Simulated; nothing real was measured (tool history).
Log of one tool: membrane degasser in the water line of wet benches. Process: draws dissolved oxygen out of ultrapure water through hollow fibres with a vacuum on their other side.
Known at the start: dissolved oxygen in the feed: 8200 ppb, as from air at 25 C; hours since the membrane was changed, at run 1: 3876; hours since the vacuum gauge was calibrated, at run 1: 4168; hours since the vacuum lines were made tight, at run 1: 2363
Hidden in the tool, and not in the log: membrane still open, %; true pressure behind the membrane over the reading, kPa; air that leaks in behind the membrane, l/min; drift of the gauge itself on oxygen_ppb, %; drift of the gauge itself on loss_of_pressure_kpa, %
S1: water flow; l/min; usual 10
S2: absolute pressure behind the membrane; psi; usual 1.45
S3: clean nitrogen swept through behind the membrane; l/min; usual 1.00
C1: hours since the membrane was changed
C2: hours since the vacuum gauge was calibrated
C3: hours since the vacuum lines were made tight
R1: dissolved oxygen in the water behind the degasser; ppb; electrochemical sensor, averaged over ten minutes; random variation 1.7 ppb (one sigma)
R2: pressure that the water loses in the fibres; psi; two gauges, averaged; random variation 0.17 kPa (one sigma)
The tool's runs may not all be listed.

run    hour  S1    S2    S3    C1    C2    C3     R1     R2
  1     0.0  10  1.45  1.00  3876  4168  2363  179.0  4.126
  2   130.4  10  1.45  1.00  4006  4298  2493  172.6  4.093
  3   267.4  10  1.45  1.00  4143  4435  2630  176.7  4.152
  4   471.7  10  1.45  1.00  4348  4639  2835  179.7  4.131
  5   690.8  10  3.60  1.00  4567  4859  3054  516.8  4.160
  6   900.0  10  3.60  1.00  4776  5068  3263  505.4  4.183
  7  1114.8  10  3.60  1.00  4991  5283  3478  518.3  4.187
  8  1424.5  10  0.88  1.00  5300  5592  3787   90.3  4.125
  9  1632.9  10  0.88  1.00  5509  5801  3996   88.7  4.173
 10  1799.7  10  1.04  1.00  5676  5967  4163  116.6  4.165
 11  2106.6  10  0.96  1.00  5983  6274  4470  102.0  4.193
     2120.9  -- vacuum gauge calibrated
 12  2376.6   9  1.00  2.33  6252   256  4739   48.6  3.791
 13  2576.5   9  1.00  2.33  6452   456  4939   49.1  3.796
 14  2719.1  15  1.42  0.90  6595   598  5082  322.2  6.321
 15  2907.4  10  2.23  1.21  6783   787  5270  267.4  4.200
 16  3108.6  10  3.16  1.00  6984   988  5471  457.5  4.206

3 ways to go on from here, each from the tool as it stands after run 16. What would each give?
     3128.2  -- vacuum gauge calibrated, once more
  A  3292.6  10  2.71  0.91  7168  164  5655   ?   ?
     3128.2  -- vacuum gauge calibrated, once more
  B  3292.6  14  2.13  0.78  7168  164  5655   ?   ?
     3128.2  -- vacuum gauge calibrated, once more
  C  3292.6  10  1.45  1.77  7168  164  5655   ?   ?

run     R1     R2
  A  417.1  4.268
  B  496.9  5.870
  C  107.1  4.254
Without the tool's hidden state the same runs would have given:
run     R1     R2
  A  399.8  4.081
  B  479.0  5.612
  C  100.0  4.067

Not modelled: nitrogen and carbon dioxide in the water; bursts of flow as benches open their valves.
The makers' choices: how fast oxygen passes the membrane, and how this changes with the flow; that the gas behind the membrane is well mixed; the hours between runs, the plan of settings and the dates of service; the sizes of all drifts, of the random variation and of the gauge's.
